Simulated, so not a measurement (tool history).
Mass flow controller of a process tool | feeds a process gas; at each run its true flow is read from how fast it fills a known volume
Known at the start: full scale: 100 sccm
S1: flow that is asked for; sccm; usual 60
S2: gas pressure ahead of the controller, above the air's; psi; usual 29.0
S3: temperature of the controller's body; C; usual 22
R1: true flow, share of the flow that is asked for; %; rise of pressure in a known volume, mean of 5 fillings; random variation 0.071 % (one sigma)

run 1 hour=0.0 | S1=60 S2=29.0 S3=22 | R1=97.65
run 2 hour=78.3 | S1=60 S2=29.0 S3=22 | R1=97.59
run 3 hour=166.9 | S1=60 S2=29.0 S3=31 | R1=96.89
run 4 hour=297.1 | S1=60 S2=39.0 S3=22 | R1=97.38
run 5 hour=385.8 | S1=60 S2=39.0 S3=22 | R1=97.30
run 6 hour=489.2 | S1=60 S2=39.0 S3=22 | R1=97.31
run 7 hour=566.5 | S1=60 S2=39.0 S3=22 | R1=97.22
run 8 hour=650.7 | S1=60 S2=39.0 S3=22 | R1=97.12
run 9 hour=774.7 | S1=60 S2=39.0 S3=22 | R1=97.20
run 10 hour=850.7 | S1=60 S2=39.0 S3=22 | R1=97.21
run 11 hour=949.5 | S1=60 S2=29.0 S3=22 | R1=97.40
run 12 hour=1031.9 | S1=60 S2=29.0 S3=22 | R1=97.42
run 13 hour=1100.4 | S1=60 S2=29.0 S3=22 | R1=97.46
run 14 hour=1235.0 | S1=60 S2=29.0 S3=22 | R1=97.31
run 15 hour=1293.5 | S1=60 S2=29.0 S3=22 | R1=97.22
run 16 hour=1425.2 | S1=60 S2=29.0 S3=22 | R1=97.15
run 17 hour=1493.7 | S1=60 S2=29.0 S3=22 | R1=97.29
run 18 hour=1583.1 | S1=60 S2=29.0 S3=25 | R1=96.87
run 19 hour=1682.9 | S1=60 S2=29.0 S3=25 | R1=96.90
run 20 hour=1773.3 | S1=13 S2=29.0 S3=22 | R1=100.16
run 21 hour=1895.6 | S1=13 S2=29.0 S3=22 | R1=100.32
run 22 hour=1993.3 | S1=60 S2=29.0 S3=22 | R1=96.93

The next listed run, before its measurement:
run 23 hour=2092.5 | S1=37 S2=29.9 S3=22 | R1=?

R1: 97.56 %
Without the tool's hidden state the same run would have given R1 99.80 %.

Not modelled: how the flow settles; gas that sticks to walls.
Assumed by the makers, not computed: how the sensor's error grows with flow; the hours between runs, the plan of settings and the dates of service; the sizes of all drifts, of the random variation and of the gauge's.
